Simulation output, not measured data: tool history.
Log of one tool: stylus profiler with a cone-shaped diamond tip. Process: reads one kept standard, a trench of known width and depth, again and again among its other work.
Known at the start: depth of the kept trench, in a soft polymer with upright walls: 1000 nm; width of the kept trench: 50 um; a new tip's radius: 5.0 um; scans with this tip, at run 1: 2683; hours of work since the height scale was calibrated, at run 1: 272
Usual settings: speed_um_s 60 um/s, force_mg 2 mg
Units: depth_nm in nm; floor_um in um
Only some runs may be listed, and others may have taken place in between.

run	hour	speed_um_s	force_mg	scans with this tip	hours of work since the height scale was calibrated	depth_nm	floor_um
1	0	60	2	2683	272	1011.1	42.98
2	61.4	60	2	3004	305	1010.84	42.93
3	107.5	60	2	3245	329	1010.7	42.81
4	173.6	60	3.57	3590	364	1016.08	42.8
5	241	60	2	3943	400	1010.31	42.6
6	320.8	35	2	4360	442	1010.46	42.55
7	381.7	176	2	4678	474	1009.76	42.17
8	457.6	176	2	5075	515	1009.93	42.06
9	546.4	55	2	5539	562	1009.66	42.13
10	621.4	55	2	5931	602	1009.03	41.96
11	687.7	55	2	6278	637	1009.29	41.97
12	757.8	20	2	6644	674	1009.37	41.9
13	815.7	19	2	6947	704	1009	41.76
14	902.7	19	2	7401	751	1009.09	41.67
15	966.2	19	2	7733	784	1008.48	41.6
16	1006	19	2	7941	805	1008.3	41.57
17	1093.3	19	2	8397	852	1007.91	41.42
18	1135.9	19	0.98	8620	874	1003.31	41.37
19	1183.6	19	0.98	8870	900	1003.46	41.33
20	1268.9	19	0.98	9316	945	1003.13	41.18
21	1336.5	19	0.98	9669	981	1003.21	41.06
22	1384.7	55	1.7	9921	1006	1006.27	40.98
23	1450.9	169	5.8	10267	1041	1020.22	40.85
24	1532.9	60	2.08	10695	1085	1007.75	40.75
25	1625.3	16	5.07	11178	1134	1017.69	40.73
26	1718.5	66	0.79	11666	1183	1001.2	40.49
27	1787.8	66	0.79	12027	1220	1001.18	40.38
28	1859.7	66	0.79	12403	1258	1000.7	40.3
29	1941.9	66	0.79	12833	1301	1000.61	40.23
30	2015.1	63	3.75	13216	1340	1012.61	40.19
# hour 2089.1: height scale calibrated on a step standard
31	2105.5	20	0.74	13686	9	1006.31	40.13
32	2157.4	112	1.59	13957	36	1010.5	39.94
33	2225.3	138	1.59	14312	72	1010.02	39.77
34	2271.4	30	3.17	14553	97	1016.33	39.91
35	2345.1	17	2	14938	136	1011.55	39.86
36	2421.8	25	0.78	15339	176	1005.91	39.72
37	2478	19	2.83	15633	206	1014.6	39.75
38	2559.9	19	2.83	16061	250	1013.98	39.62
39	2617.4	180	1.93	16361	280	1010.78	39.23
40	2663.2	20	2.75	16600	304	1014.27	39.51

Same runs, no hidden state in the tool, same run-to-run variation:
Unlogged tool condition in this case: radius of the tip, um; height scale over the true one, %; drift of the gauge itself on depth_nm, %; drift of the gauge itself on floor_um, %.
run	depth_nm	floor_um
1	1012.5	43.87
2	1012.4	43.91
3	1012.37	43.88
4	1017.94	43.97
5	1012.32	43.88
6	1012.67	43.96
7	1012.13	43.67
8	1012.5	43.68
9	1012.45	43.88
10	1011.98	43.82
11	1012.4	43.93
12	1012.65	43.96
13	1012.43	43.9
14	1012.72	43.95
15	1012.27	43.96
16	1012.19	43.98
17	1012.01	43.93
18	1007.48	43.94
19	1007.75	43.97
20	1007.62	43.93
21	1007.87	43.9
22	1011.06	43.88
23	1025.23	43.85
24	1012.91	43.85
25	1023.13	43.95
26	1006.77	43.82
27	1006.93	43.81
28	1006.62	43.81
29	1006.74	43.84
30	1019.01	43.89
31	1006.44	43.94
32	1010.75	43.81
33	1010.44	43.73
34	1016.88	43.93
35	1012.27	43.96
36	1006.82	43.91
37	1015.65	44
38	1015.23	43.97
39	1012.15	43.65
40	1015.76	43.98
